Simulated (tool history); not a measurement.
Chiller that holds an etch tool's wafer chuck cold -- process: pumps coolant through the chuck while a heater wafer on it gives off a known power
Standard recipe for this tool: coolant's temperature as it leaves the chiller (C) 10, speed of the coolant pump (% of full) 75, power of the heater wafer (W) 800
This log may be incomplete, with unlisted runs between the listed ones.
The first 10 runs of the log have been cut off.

| run | hour | coolant's temperature as it leaves the chiller (C) | speed of the coolant pump (% of full) | power of the heater wafer (W) | hours since the coolant was changed and the channels were flushed | hours since the pump was overhauled | hours since the chiller's thermometer was calibrated | chuck's temperature once it has settled (C) | how much warmer the coolant comes back (C) |
|---|---|---|---|---|---|---|---|---|---|
| 11 | 562.8 | 1 | 75 | 800 | 3224 | 2289 | 970 | 9.1 | 3.66 |
| 12 | 608.3 | 10 | 75 | 800 | 3269 | 2335 | 1015 | 18 | 3.71 |
| 13 | 675.5 | 10 | 75 | 800 | 3337 | 2402 | 1083 | 18 | 3.72 |
| 14 | 726.5 | 10 | 75 | 800 | 3388 | 2453 | 1134 | 18.2 | 3.78 |
| 15 | 787.4 | 10 | 75 | 800 | 3449 | 2514 | 1195 | 18.1 | 3.88 |
|  | 839.8 | gauge calibrated |
| 16 | 850.5 | 10 | 75 | 800 | 3512 | 2577 | 1258 | 18.2 | 3.41 |
| 17 | 909.5 | 2 | 75 | 800 | 3571 | 2636 | 1317 | 10.1 | 3.44 |
| 18 | 986.2 | 2 | 74 | 491 | 3647 | 2713 | 1393 | 7 | 2.23 |
| 19 | 1043.3 | 7 | 86 | 788 | 3704 | 2770 | 1450 | 14 | 2.96 |
|  | 1116.6 | coolant changed, channels flushed |
| 20 | 1116.6 | 15 | 86 | 707 | 0 | 2837 | 1518 | 21.4 | 2.74 |
| 21 | 1194 | 10 | 68 | 800 | 77 | 2915 | 1595 | 18.9 | 3.91 |
| 22 | 1235 | 16 | 63 | 533 | 118 | 2956 | 1636 | 22.4 | 2.93 |
| 23 | 1283.6 | 7 | 84 | 484 | 167 | 3004 | 1685 | 11.5 | 2.06 |
| 24 | 1351.8 | 19 | 70 | 542 | 235 | 3073 | 1753 | 24.9 | 2.75 |
| 25 | 1421.6 | 10 | 72 | 866 | 305 | 3142 | 1823 | 19.1 | 4.13 |
| 26 | 1459.2 | 9 | 66 | 411 | 343 | 3180 | 1860 | 13.8 | 2.32 |
| 27 | 1533.1 | 19 | 93 | 800 | 416 | 3254 | 1934 | 25.7 | 3.06 |
| 28 | 1604.1 | 17 | 75 | 604 | 487 | 3325 | 2005 | 23 | 3.02 |

Run 29, settings as shown, results not yet in. Your forecast:
| 29 | 1654.6 | 17 | 75 | 604 | 538 | 3375 | 2056 | ? | ? |

{"run 29": {"chuck's temperature once it has settled (C)": 22.9, "how much warmer the coolant comes back (C)": 3}}
Were there no unlogged condition in the tool, this run, its random variation unchanged, would have produced chuck's temperature once it has settled (C) 22.9, how much warmer the coolant comes back (C) 2.55.
